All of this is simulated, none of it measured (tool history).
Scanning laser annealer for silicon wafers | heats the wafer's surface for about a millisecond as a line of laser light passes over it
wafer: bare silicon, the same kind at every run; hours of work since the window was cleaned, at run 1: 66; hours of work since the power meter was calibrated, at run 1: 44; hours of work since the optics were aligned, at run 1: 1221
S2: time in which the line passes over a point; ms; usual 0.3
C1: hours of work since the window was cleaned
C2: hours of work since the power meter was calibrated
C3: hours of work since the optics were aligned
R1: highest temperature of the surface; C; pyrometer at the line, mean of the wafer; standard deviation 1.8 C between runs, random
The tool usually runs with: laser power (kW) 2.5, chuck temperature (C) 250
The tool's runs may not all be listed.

run 1 day=0 | laser_power_(kW)=2.5 S2=0.3 chuck_temperature_(C)=250 | C1=66 C2=44 C3=1221 | R1=990
run 2 day=0.596 | laser_power_(kW)=2.5 S2=0.347 chuck_temperature_(C)=250 | C1=74 C2=53 C3=1230 | R1=1048
run 3 day=1.3 | laser_power_(kW)=2.5 S2=0.347 chuck_temperature_(C)=250 | C1=84 C2=62 C3=1239 | R1=1042
run 4 day=1.75 | laser_power_(kW)=2.5 S2=0.3 chuck_temperature_(C)=250 | C1=90 C2=68 C3=1246 | R1=992
run 5 day=2.371 | laser_power_(kW)=2.5 S2=0.3 chuck_temperature_(C)=250 | C1=98 C2=77 C3=1254 | R1=992
run 6 day=3.017 | laser_power_(kW)=2.5 S2=0.3 chuck_temperature_(C)=250 | C1=107 C2=86 C3=1263 | R1=991
run 7 day=3.425 | laser_power_(kW)=2.5 S2=0.3 chuck_temperature_(C)=250 | C1=113 C2=92 C3=1269 | R1=989
run 8 day=3.996 | laser_power_(kW)=2.5 S2=0.3 chuck_temperature_(C)=250 | C1=121 C2=99 C3=1276 | R1=990
run 9 day=4.633 | laser_power_(kW)=2.233 S2=0.3 chuck_temperature_(C)=250 | C1=130 C2=108 C3=1285 | R1=907
run 10 day=5.346 | laser_power_(kW)=2.233 S2=0.3 chuck_temperature_(C)=250 | C1=139 C2=118 C3=1295 | R1=914
run 11 day=5.817 | laser_power_(kW)=2.233 S2=0.3 chuck_temperature_(C)=250 | C1=146 C2=124 C3=1302 | R1=911
run 12 day=6.35 | laser_power_(kW)=2.233 S2=0.3 chuck_temperature_(C)=250 | C1=153 C2=132 C3=1309 | R1=909
-- day=6.6 optics aligned, line set to its width
run 13 day=6.904 | laser_power_(kW)=2.233 S2=0.3 chuck_temperature_(C)=250 | C1=158 C2=137 C3=4 | R1=908
run 14 day=7.408 | laser_power_(kW)=2.233 S2=0.3 chuck_temperature_(C)=250 | C1=165 C2=144 C3=11 | R1=907
run 15 day=7.767 | laser_power_(kW)=2.5 S2=0.3 chuck_temperature_(C)=235 | C1=170 C2=148 C3=16 | R1=968
run 16 day=8.458 | laser_power_(kW)=2.5 S2=0.3 chuck_temperature_(C)=240 | C1=179 C2=158 C3=26 | R1=976
run 17 day=9.012 | laser_power_(kW)=2.5 S2=0.3 chuck_temperature_(C)=240 | C1=187 C2=166 C3=33 | R1=972
run 18 day=9.421 | laser_power_(kW)=2.5 S2=0.3 chuck_temperature_(C)=250 | C1=193 C2=171 C3=39 | R1=984
-- day=9.717 optics aligned, line set to its width, once more
run 19 day=10.138 | laser_power_(kW)=2.5 S2=0.3 chuck_temperature_(C)=250 | C1=200 C2=178 C3=6 | R1=992
run 20 day=10.846 | laser_power_(kW)=2.5 S2=0.3 chuck_temperature_(C)=250 | C1=209 C2=188 C3=16 | R1=991
run 21 day=11.192 | laser_power_(kW)=2.295 S2=0.3 chuck_temperature_(C)=250 | C1=214 C2=193 C3=20 | R1=933
run 22 day=11.554 | laser_power_(kW)=2.295 S2=0.3 chuck_temperature_(C)=250 | C1=219 C2=198 C3=25 | R1=930
run 23 day=12.088 | laser_power_(kW)=2.295 S2=0.278 chuck_temperature_(C)=250 | C1=227 C2=205 C3=33 | R1=907
run 24 day=12.642 | laser_power_(kW)=2.295 S2=0.278 chuck_temperature_(C)=250 | C1=234 C2=213 C3=40 | R1=905
run 25 day=13.196 | laser_power_(kW)=2.554 S2=0.279 chuck_temperature_(C)=245 | C1=242 C2=220 C3=48 | R1=974
run 26 day=13.917 | laser_power_(kW)=2.235 S2=0.361 chuck_temperature_(C)=250 | C1=252 C2=230 C3=58 | R1=978
run 27 day=14.471 | laser_power_(kW)=2.5 S2=0.221 chuck_temperature_(C)=250 | C1=259 C2=238 C3=65 | R1=887
run 28 day=15.142 | laser_power_(kW)=2.5 S2=0.233 chuck_temperature_(C)=250 | C1=269 C2=247 C3=75 | R1=903
run 29 day=15.442 | laser_power_(kW)=2.19 S2=0.3 chuck_temperature_(C)=250 | C1=273 C2=251 C3=79 | R1=900
run 30 day=15.788 | laser_power_(kW)=2.19 S2=0.3 chuck_temperature_(C)=250 | C1=278 C2=256 C3=84 | R1=898
run 31 day=16.333 | laser_power_(kW)=2.19 S2=0.3 chuck_temperature_(C)=250 | C1=285 C2=263 C3=91 | R1=903
run 32 day=16.629 | laser_power_(kW)=2.191 S2=0.347 chuck_temperature_(C)=250 | C1=289 C2=268 C3=95 | R1=948
run 33 day=17.054 | laser_power_(kW)=2.416 S2=0.292 chuck_temperature_(C)=245 | C1=295 C2=273 C3=101 | R1=952
run 34 day=17.7 | laser_power_(kW)=2.388 S2=0.296 chuck_temperature_(C)=250 | C1=304 C2=282 C3=110 | R1=952
run 35 day=18.233 | laser_power_(kW)=2.5 S2=0.3 chuck_temperature_(C)=247 | C1=311 C2=290 C3=117 | R1=987
run 36 day=18.725 | laser_power_(kW)=2.707 S2=0.3 chuck_temperature_(C)=281 | C1=318 C2=296 C3=124 | R1=1083
run 37 day=19.267 | laser_power_(kW)=2.596 S2=0.226 chuck_temperature_(C)=244 | C1=325 C2=304 C3=131 | R1=907
run 38 day=19.575 | laser_power_(kW)=2.314 S2=0.377 chuck_temperature_(C)=244 | C1=330 C2=308 C3=136 | R1=1011
run 39 day=20.092 | laser_power_(kW)=2.738 S2=0.283 chuck_temperature_(C)=218 | C1=337 C2=315 C3=143 | R1=998
run 40 day=20.646 | laser_power_(kW)=2.5 S2=0.212 chuck_temperature_(C)=250 | C1=344 C2=323 C3=150 | R1=867
run 41 day=20.958 | laser_power_(kW)=2.596 S2=0.379 chuck_temperature_(C)=286 | C1=349 C2=327 C3=155 | R1=1146
run 42 day=21.617 | laser_power_(kW)=2.596 S2=0.379 chuck_temperature_(C)=286 | C1=358 C2=336 C3=164 | R1=1145

3 options for the next run, each taken on its own from the tool as it stands now. Forecast them:
run A day=22.046 | laser_power_(kW)=2.5 S2=0.352 chuck_temperature_(C)=245 | C1=364 C2=342 C3=170 | R1=?
run B day=22.046 | laser_power_(kW)=2.704 S2=0.379 chuck_temperature_(C)=286 | C1=364 C2=342 C3=170 | R1=?
run C day=22.046 | laser_power_(kW)=2.5 S2=0.308 chuck_temperature_(C)=250 | C1=364 C2=342 C3=170 | R1=?

run=A R1=1045
run=B R1=1180
run=C R1=998
What these runs would have given with no unlogged condition in the tool:
run=A R1=1062
run=B R1=1198
run=C R1=1013

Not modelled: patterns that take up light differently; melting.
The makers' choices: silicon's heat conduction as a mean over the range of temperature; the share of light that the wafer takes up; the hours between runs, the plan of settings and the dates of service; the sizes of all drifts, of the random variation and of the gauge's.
